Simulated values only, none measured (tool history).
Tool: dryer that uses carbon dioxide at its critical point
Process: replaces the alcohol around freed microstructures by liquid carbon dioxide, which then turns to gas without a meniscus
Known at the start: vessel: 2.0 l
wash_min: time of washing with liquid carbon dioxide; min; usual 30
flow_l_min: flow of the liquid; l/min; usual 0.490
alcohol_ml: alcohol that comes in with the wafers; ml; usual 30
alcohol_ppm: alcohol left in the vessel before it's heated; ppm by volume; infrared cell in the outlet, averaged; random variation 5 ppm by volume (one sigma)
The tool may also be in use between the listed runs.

run 1 day=0.000 | wash_min=30 flow_l_min=0.490 alcohol_ml=30 | alcohol_ppm=59
run 2 day=0.804 | wash_min=30 flow_l_min=0.490 alcohol_ml=85 | alcohol_ppm=106
run 3 day=1.325 | wash_min=30 flow_l_min=0.490 alcohol_ml=59 | alcohol_ppm=94
run 4 day=2.117 | wash_min=30 flow_l_min=0.490 alcohol_ml=59 | alcohol_ppm=111
run 5 day=2.617 | wash_min=30 flow_l_min=0.490 alcohol_ml=59 | alcohol_ppm=99
run 6 day=3.133 | wash_min=30 flow_l_min=0.490 alcohol_ml=59 | alcohol_ppm=103
run 7 day=3.992 | wash_min=30 flow_l_min=0.490 alcohol_ml=59 | alcohol_ppm=106
run 8 day=4.854 | wash_min=30 flow_l_min=0.490 alcohol_ml=59 | alcohol_ppm=108
run 9 day=5.592 | wash_min=30 flow_l_min=0.490 alcohol_ml=59 | alcohol_ppm=109
run 10 day=6.225 | wash_min=30 flow_l_min=0.490 alcohol_ml=59 | alcohol_ppm=125
run 11 day=7.162 | wash_min=30 flow_l_min=0.490 alcohol_ml=59 | alcohol_ppm=125
run 12 day=7.971 | wash_min=43 flow_l_min=0.490 alcohol_ml=30 | alcohol_ppm=60
run 13 day=9.092 | wash_min=43 flow_l_min=0.490 alcohol_ml=30 | alcohol_ppm=64
run 14 day=10.121 | wash_min=30 flow_l_min=0.437 alcohol_ml=30 | alcohol_ppm=147
run 15 day=10.929 | wash_min=30 flow_l_min=0.490 alcohol_ml=30 | alcohol_ppm=100
run 16 day=12.050 | wash_min=30 flow_l_min=0.491 alcohol_ml=30 | alcohol_ppm=109
run 17 day=13.171 | wash_min=30 flow_l_min=0.491 alcohol_ml=30 | alcohol_ppm=113
run 18 day=14.162 | wash_min=30 flow_l_min=0.491 alcohol_ml=30 | alcohol_ppm=117
run 19 day=15.262 | wash_min=30 flow_l_min=0.491 alcohol_ml=30 | alcohol_ppm=120
run 20 day=16.129 | wash_min=30 flow_l_min=0.491 alcohol_ml=30 | alcohol_ppm=123
run 21 day=16.683 | wash_min=30 flow_l_min=0.491 alcohol_ml=30 | alcohol_ppm=130
run 22 day=17.729 | wash_min=30 flow_l_min=0.491 alcohol_ml=30 | alcohol_ppm=133
run 23 day=18.346 | wash_min=30 flow_l_min=0.491 alcohol_ml=30 | alcohol_ppm=127
run 24 day=19.442 | wash_min=30 flow_l_min=0.491 alcohol_ml=30 | alcohol_ppm=132
run 25 day=20.500 | wash_min=30 flow_l_min=0.491 alcohol_ml=30 | alcohol_ppm=142
run 26 day=21.021 | wash_min=28 flow_l_min=0.491 alcohol_ml=23 | alcohol_ppm=146
run 27 day=21.554 | wash_min=30 flow_l_min=0.746 alcohol_ml=55 | alcohol_ppm=110
run 28 day=22.579 | wash_min=30 flow_l_min=0.587 alcohol_ml=30 | alcohol_ppm=129
run 29 day=23.346 | wash_min=30 flow_l_min=0.587 alcohol_ml=30 | alcohol_ppm=123
run 30 day=24.442 | wash_min=30 flow_l_min=0.587 alcohol_ml=30 | alcohol_ppm=128
run 31 day=25.175 | wash_min=30 flow_l_min=0.587 alcohol_ml=30 | alcohol_ppm=135
-- day=26.083 inlet filter changed
run 32 day=26.229 | wash_min=46 flow_l_min=0.490 alcohol_ml=30 | alcohol_ppm=125
run 33 day=27.158 | wash_min=46 flow_l_min=0.490 alcohol_ml=96 | alcohol_ppm=119
run 34 day=28.262 | wash_min=23 flow_l_min=0.324 alcohol_ml=24 | alcohol_ppm=549
run 35 day=29.012 | wash_min=40 flow_l_min=0.324 alcohol_ml=24 | alcohol_ppm=165
run 36 day=29.825 | wash_min=35 flow_l_min=0.505 alcohol_ml=24 | alcohol_ppm=136
run 37 day=30.650 | wash_min=30 flow_l_min=0.547 alcohol_ml=52 | alcohol_ppm=149
run 38 day=31.454 | wash_min=30 flow_l_min=0.547 alcohol_ml=52 | alcohol_ppm=156
run 39 day=32.321 | wash_min=46 flow_l_min=0.319 alcohol_ml=34 | alcohol_ppm=158
run 40 day=33.258 | wash_min=46 flow_l_min=0.319 alcohol_ml=34 | alcohol_ppm=171
run 41 day=34.192 | wash_min=23 flow_l_min=0.490 alcohol_ml=30 | alcohol_ppm=249
run 42 day=34.921 | wash_min=22 flow_l_min=0.490 alcohol_ml=48 | alcohol_ppm=360
run 43 day=35.396 | wash_min=22 flow_l_min=0.632 alcohol_ml=48 | alcohol_ppm=205
run 44 day=36.312 | wash_min=24 flow_l_min=0.437 alcohol_ml=36 | alcohol_ppm=332
run 45 day=36.975 | wash_min=24 flow_l_min=0.437 alcohol_ml=36 | alcohol_ppm=340
run 46 day=37.967 | wash_min=40 flow_l_min=0.314 alcohol_ml=75 | alcohol_ppm=320
run 47 day=38.450 | wash_min=30 flow_l_min=0.490 alcohol_ml=80 | alcohol_ppm=219

Forecast each of these 4 alternatives for the next run:
run A day=39.538 | wash_min=25 flow_l_min=0.495 alcohol_ml=27 | alcohol_ppm=?
run B day=39.538 | wash_min=30 flow_l_min=0.490 alcohol_ml=68 | alcohol_ppm=?
run C day=39.538 | wash_min=30 flow_l_min=0.490 alcohol_ml=48 | alcohol_ppm=?
run D day=39.538 | wash_min=30 flow_l_min=0.490 alcohol_ml=29 | alcohol_ppm=?

run=A alcohol_ppm=218
run=B alcohol_ppm=219
run=C alcohol_ppm=200
run=D alcohol_ppm=181
Without the tool's hidden state the same runs would have given:
run=A alcohol_ppm=49
run=B alcohol_ppm=48
run=C alcohol_ppm=35
run=D alcohol_ppm=19
